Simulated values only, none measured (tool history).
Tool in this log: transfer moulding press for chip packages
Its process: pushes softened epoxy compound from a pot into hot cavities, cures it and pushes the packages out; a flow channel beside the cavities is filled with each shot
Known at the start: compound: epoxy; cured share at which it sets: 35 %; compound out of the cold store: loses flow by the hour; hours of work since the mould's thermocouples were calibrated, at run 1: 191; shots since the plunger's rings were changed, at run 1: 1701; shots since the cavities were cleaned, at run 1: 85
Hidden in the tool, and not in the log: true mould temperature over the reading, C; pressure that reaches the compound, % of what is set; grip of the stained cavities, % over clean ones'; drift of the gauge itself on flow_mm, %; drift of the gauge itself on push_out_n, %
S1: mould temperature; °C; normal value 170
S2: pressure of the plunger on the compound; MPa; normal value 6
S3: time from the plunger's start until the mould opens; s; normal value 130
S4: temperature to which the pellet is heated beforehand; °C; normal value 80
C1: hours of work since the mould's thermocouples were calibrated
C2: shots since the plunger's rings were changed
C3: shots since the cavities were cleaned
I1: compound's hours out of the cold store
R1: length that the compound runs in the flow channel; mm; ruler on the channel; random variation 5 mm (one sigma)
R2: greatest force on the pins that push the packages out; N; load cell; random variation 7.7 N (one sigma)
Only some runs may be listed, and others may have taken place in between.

run 1 hour=0 | S1=170 S2=6 S3=130 S4=80 | C1=191 C2=1701 C3=85 | I1=12.2 | R1=910 R2=388
run 2 hour=18.3 | S1=170 S2=6 S3=130 S4=80 | C1=203 C2=1866 C3=250 | I1=13.5 | R1=899 R2=504
run 3 hour=27.4 | S1=170 S2=6 S3=130 S4=80 | C1=208 C2=1948 C3=332 | I1=23.4 | R1=882 R2=524
run 4 hour=47.3 | S1=170 S2=6 S3=130 S4=80 | C1=221 C2=2128 C3=512 | I1=32.2 | R1=863 R2=599
run 5 hour=61.9 | S1=170 S2=6 S3=130 S4=71 | C1=230 C2=2260 C3=644 | I1=32.9 | R1=855 R2=638
run 6 hour=78.3 | S1=170 S2=6 S3=130 S4=71 | C1=240 C2=2409 C3=793 | I1=21.2 | R1=880 R2=689
run 7 hour=91.1 | S1=170 S2=6 S3=130 S4=80 | C1=248 C2=2524 C3=908 | I1=43.5 | R1=834 R2=688
run 8 hour=103.8 | S1=170 S2=6 S3=130 S4=80 | C1=256 C2=2638 C3=1022 | I1=46.4 | R1=840 R2=693
-- hour=113 cavities cleaned with cleaning compound and waxed
run 9 hour=123.3 | S1=170 S2=6 S3=130 S4=80 | C1=267 C2=2802 C3=94 | I1=23.1 | R1=876 R2=412
run 10 hour=144.4 | S1=170 S2=6 S3=130 S4=80 | C1=280 C2=2992 C3=284 | I1=42.8 | R1=838 R2=528
run 11 hour=156.8 | S1=170 S2=6 S3=130 S4=80 | C1=288 C2=3104 C3=396 | I1=26.7 | R1=855 R2=569
run 12 hour=174 | S1=170 S2=6 S3=130 S4=80 | C1=299 C2=3259 C3=551 | I1=43.8 | R1=829 R2=621
run 13 hour=191.4 | S1=170 S2=6.28 S3=130 S4=80 | C1=310 C2=3417 C3=709 | I1=19.2 | R1=888 R2=667
run 14 hour=210.2 | S1=170 S2=6.28 S3=130 S4=80 | C1=322 C2=3587 C3=879 | I1=40.1 | R1=852 R2=678
run 15 hour=224.7 | S1=170 S2=6.28 S3=130 S4=80 | C1=331 C2=3718 C3=1010 | I1=10.3 | R1=902 R2=718
-- hour=235.6 cavities cleaned with cleaning compound and waxed
run 16 hour=243 | S1=170 S2=6.28 S3=130 S4=80 | C1=341 C2=3870 C3=67 | I1=17.3 | R1=888 R2=389
run 17 hour=262.5 | S1=170 S2=5.2 S3=145 S4=80 | C1=353 C2=4046 C3=243 | I1=20.3 | R1=801 R2=446
run 18 hour=279.7 | S1=170 S2=7.12 S3=145 S4=80 | C1=364 C2=4201 C3=398 | I1=14 | R1=938 R2=538
run 19 hour=297.6 | S1=176 S2=4.59 S3=150 S4=87 | C1=375 C2=4363 C3=560 | I1=16.9 | R1=749 R2=552
run 20 hour=310.6 | S1=176 S2=4.59 S3=150 S4=87 | C1=383 C2=4480 C3=677 | I1=44.2 | R1=706 R2=592
run 21 hour=325.8 | S1=164 S2=4.78 S3=166 S4=79 | C1=393 C2=4618 C3=815 | I1=17.2 | R1=777 R2=652
run 22 hour=335.2 | S1=165 S2=6.4 S3=143 S4=83 | C1=399 C2=4703 C3=900 | I1=47.9 | R1=856 R2=743
run 23 hour=352.6 | S1=172 S2=4.82 S3=119 S4=80 | C1=409 C2=4860 C3=1057 | I1=37.3 | R1=733 R2=742
-- hour=357.3 cavities cleaned with cleaning compound and waxed
run 24 hour=366.5 | S1=170 S2=6.57 S3=147 S4=72 | C1=417 C2=4972 C3=83 | I1=41.6 | R1=855 R2=382
run 25 hour=385.6 | S1=175 S2=6.57 S3=147 S4=87 | C1=429 C2=5145 C3=256 | I1=14.8 | R1=894 R2=464
run 26 hour=394.8 | S1=175 S2=6.57 S3=147 S4=87 | C1=435 C2=5228 C3=339 | I1=41 | R1=838 R2=472
-- hour=412.2 plunger's sealing rings changed
run 27 hour=417.7 | S1=170 S2=6 S3=130 S4=74 | C1=448 C2=50 C3=524 | I1=26 | R1=894 R2=622
run 28 hour=429.5 | S1=170 S2=5.1 S3=129 S4=80 | C1=455 C2=156 C3=630 | I1=19.8 | R1=836 R2=656

Predict each of these 3 candidate next runs independently; none follows another, all start after run 28:
run A hour=446.2 | S1=170 S2=6 S3=158 S4=80 | C1=465 C2=306 C3=780 | I1=13.9 | R1=? R2=?
run B hour=446.2 | S1=170 S2=5.27 S3=120 S4=79 | C1=465 C2=306 C3=780 | I1=19.9 | R1=? R2=?
run C hour=446.2 | S1=165 S2=5.1 S3=123 S4=74 | C1=465 C2=306 C3=780 | I1=25.9 | R1=? R2=?

run=A R1=917 R2=638
run=B R1=853 R2=724
run=C R1=841 R2=926
Without the tool's hidden state the same runs would have given:
run=A R1=924 R2=308
run=B R1=860 R2=357
run=C R1=848 R2=459
